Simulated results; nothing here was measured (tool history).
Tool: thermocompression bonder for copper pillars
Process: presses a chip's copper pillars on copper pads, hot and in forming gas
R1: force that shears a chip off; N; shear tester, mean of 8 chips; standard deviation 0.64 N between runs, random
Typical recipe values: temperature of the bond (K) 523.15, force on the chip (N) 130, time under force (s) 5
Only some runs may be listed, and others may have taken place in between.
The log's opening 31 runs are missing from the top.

run 32 hour=2212.7 | temperature_of_the_bond_(K)=516.15 force_on_the_chip_(N)=130 time_under_force_(s)=8 | R1=48.5
run 33 hour=2256.8 | temperature_of_the_bond_(K)=516.15 force_on_the_chip_(N)=121 time_under_force_(s)=11 | R1=53
-- hour=2325 forming gas filter changed
run 34 hour=2342.1 | temperature_of_the_bond_(K)=516.15 force_on_the_chip_(N)=121 time_under_force_(s)=11 | R1=55.1
run 35 hour=2418.5 | temperature_of_the_bond_(K)=528.15 force_on_the_chip_(N)=98 time_under_force_(s)=7 | R1=46.5
run 36 hour=2502.3 | temperature_of_the_bond_(K)=504.15 force_on_the_chip_(N)=89 time_under_force_(s)=5 | R1=29.2
run 37 hour=2591.2 | temperature_of_the_bond_(K)=504.15 force_on_the_chip_(N)=89 time_under_force_(s)=5 | R1=29.3
-- hour=2665.2 forming gas filter changed
run 38 hour=2685.7 | temperature_of_the_bond_(K)=501.15 force_on_the_chip_(N)=130 time_under_force_(s)=4 | R1=34.6
run 39 hour=2740 | temperature_of_the_bond_(K)=537.15 force_on_the_chip_(N)=194 time_under_force_(s)=12 | R1=87.1
run 40 hour=2796.8 | temperature_of_the_bond_(K)=500.15 force_on_the_chip_(N)=130 time_under_force_(s)=7 | R1=41.6

Here are 3 independent what-if runs from the current tool condition. What would each one return?
run A hour=2841.7 | temperature_of_the_bond_(K)=534.15 force_on_the_chip_(N)=130 time_under_force_(s)=8 | R1=?
run B hour=2841.7 | temperature_of_the_bond_(K)=529.15 force_on_the_chip_(N)=130 time_under_force_(s)=5 | R1=?
run C hour=2841.7 | temperature_of_the_bond_(K)=533.15 force_on_the_chip_(N)=92 time_under_force_(s)=7 | R1=?

run=A R1=62.8
run=B R1=50
run=C R1=47.4
Had the tool no hidden state, the same runs would have come out as:
run=A R1=62.3
run=B R1=49.3
run=C R1=46.7

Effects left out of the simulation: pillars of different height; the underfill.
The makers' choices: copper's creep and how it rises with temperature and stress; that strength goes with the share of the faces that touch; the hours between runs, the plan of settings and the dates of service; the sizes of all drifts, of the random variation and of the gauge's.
